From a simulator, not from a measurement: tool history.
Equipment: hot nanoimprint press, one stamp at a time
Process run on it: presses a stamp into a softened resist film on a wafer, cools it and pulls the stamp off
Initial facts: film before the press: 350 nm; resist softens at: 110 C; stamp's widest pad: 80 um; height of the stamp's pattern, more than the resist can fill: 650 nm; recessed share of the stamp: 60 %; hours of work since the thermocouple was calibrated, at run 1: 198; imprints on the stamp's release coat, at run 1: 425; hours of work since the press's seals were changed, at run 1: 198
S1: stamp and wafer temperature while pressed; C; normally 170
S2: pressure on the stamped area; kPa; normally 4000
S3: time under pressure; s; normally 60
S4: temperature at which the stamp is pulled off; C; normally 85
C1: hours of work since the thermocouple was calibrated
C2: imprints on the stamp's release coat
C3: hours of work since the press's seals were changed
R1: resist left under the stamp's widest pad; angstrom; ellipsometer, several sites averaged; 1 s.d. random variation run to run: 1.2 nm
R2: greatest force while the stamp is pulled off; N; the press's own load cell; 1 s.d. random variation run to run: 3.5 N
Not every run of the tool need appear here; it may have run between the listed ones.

run,hour,S1,S2,S3,S4,C1,C2,C3,R1,R2
1,0,170,4000,60,85,198,425,198,1839,193
2,52.2,170,4000,60,85,234,561,234,1840,201
3,142,170,4000,60,85,294,794,294,1841,210
4,238.6,170,4000,60,85,360,1045,360,1862,213
5,286.1,170,4000,60,85,392,1169,392,1902,222
# hour 315.7: plate thermocouple calibrated
# hour 337.6: stamp cleaned and given a new release coat
6,390.5,160,4000,60,85,47,137,456,2610,191
7,446.9,160,4000,60,85,85,284,495,2655,193
8,515,170,4000,60,85,131,461,541,1958,204
9,554.5,170,4000,60,85,158,563,567,1936,205
10,638,170,4000,60,85,214,780,624,1957,208
11,715.1,170,4000,60,85,266,981,676,1971,216
# hour 766.9: plate thermocouple calibrated, once more
12,781.4,170,4000,60,85,10,1145,719,1839,214
# hour 836.9: stamp cleaned and given a new release coat
13,873.6,170,4000,60,85,68,95,777,1847,189
14,922.6,173,4000,60,85,101,222,811,1679,184
15,1019.3,170,2790,60,85,167,473,876,2094,191
16,1063.1,170,2790,60,85,196,587,906,2101,198
17,1129.7,158,4000,60,74,242,760,951,2721,262
18,1188.7,164,4000,60,89,282,913,991,2315,194
19,1245.8,171,3640,60,93,320,1062,1029,1908,174
20,1289.4,181,4400,115,73,350,1175,1059,933,291
# hour 1328.1: stamp cleaned and given a new release coat
21,1344.1,166,4840,115,73,383,41,1092,1685,235
# hour 1384.8: plate thermocouple calibrated
22,1413.4,173,4840,104,72,19,214,1137,1255,249
23,1499.1,172,2720,82,87,77,436,1195,1785,180
# hour 1590: press's hydraulic seals changed and the load cell set to zero
24,1601.2,172,2720,82,87,141,680,8,1743,197
25,1652.3,170,4000,54,84,176,813,42,1906,213
26,1714.8,170,5070,39,88,218,975,84,1956,195
27,1764,174,5650,36,79,251,1103,118,1701,248
# hour 1837: stamp cleaned and given a new release coat
28,1853.9,169,5650,59,79,308,44,175,1719,204
29,1941.5,169,5650,59,79,367,272,234,1750,228
# hour 2005.2: plate thermocouple calibrated
30,2024,169,5650,59,79,13,478,288,1679,222

Hidden state at the last listed run before each entry between runs and at the first one after, where it differs:
Runs 5 to 6: plate thermocouple calibrated (hour 315.7); stamp cleaned and given a new release coat (hour 337.6)
  true temperature over the reading, C: -0.9 -> -1.26; pressure that arrives at the usual setting, %: 97.06 -> 96.55; grip of the stamp's worn release coat, % over a new coat's: 18.8 -> 2.2
  measured minus no-state result, R1: +80 -> +108 angstrom; R2: +39 -> +9 N
Runs 11 to 12: plate thermocouple calibrated, once more (hour 766.9)
  true temperature over the reading, C: -1.89 -> -0.06; pressure that arrives at the usual setting, %: 94.84 -> 94.5; grip of the stamp's worn release coat, % over a new coat's: 15.7 -> 18.4
  measured minus no-state result, R1: +164 -> +42 angstrom; R2: +38 -> +33 N
Runs 12 to 13: stamp cleaned and given a new release coat (hour 836.9)
  true temperature over the reading, C: -0.06 -> -0.23; pressure that arrives at the usual setting, %: 94.5 -> 94.1; grip of the stamp's worn release coat, % over a new coat's: 18.4 -> 1.5
  measured minus no-state result, R1: +42 -> +55 angstrom; R2: +33 -> +4 N
Runs 20 to 21: stamp cleaned and given a new release coat (hour 1328.1)
  true temperature over the reading, C: -1.07 -> -1.18; pressure that arrives at the usual setting, %: 91.99 -> 91.77; grip of the stamp's worn release coat, % over a new coat's: 18.9 -> 0.7
  measured minus no-state result, R1: +76 -> +147 angstrom; R2: +51 -> +6 N
Runs 21 to 22: plate thermocouple calibrated (hour 1384.8)
  true temperature over the reading, C: -1.18 -> -0.11; pressure that arrives at the usual setting, %: 91.77 -> 91.41; grip of the stamp's worn release coat, % over a new coat's: 0.7 -> 3.4
  measured minus no-state result, R1: +147 -> +65 angstrom; R2: +6 -> +9 N
Runs 23 to 24: press's hydraulic seals changed and the load cell set to zero (hour 1590)
  true temperature over the reading, C: -0.29 -> -0.47; pressure that arrives at the usual setting, %: 90.98 -> 99.97; grip of the stamp's worn release coat, % over a new coat's: 7 -> 10.9
  measured minus no-state result, R1: +60 -> +30 angstrom; R2: +13 -> +21 N
Runs 27 to 28: stamp cleaned and given a new release coat (hour 1837)
  true temperature over the reading, C: -0.8 -> -0.98; pressure that arrives at the usual setting, %: 99.14 -> 98.66; grip of the stamp's worn release coat, % over a new coat's: 17.7 -> 0.7
  measured minus no-state result, R1: +56 -> +76 angstrom; R2: +41 -> +6 N
Runs 29 to 30: plate thermocouple calibrated (hour 2005.2)
  true temperature over the reading, C: -1.15 -> -0.1; pressure that arrives at the usual setting, %: 98.22 -> 97.82; grip of the stamp's worn release coat, % over a new coat's: 4.3 -> 7.6
  measured minus no-state result, R1: +93 -> +26 angstrom; R2: +15 -> +16 N
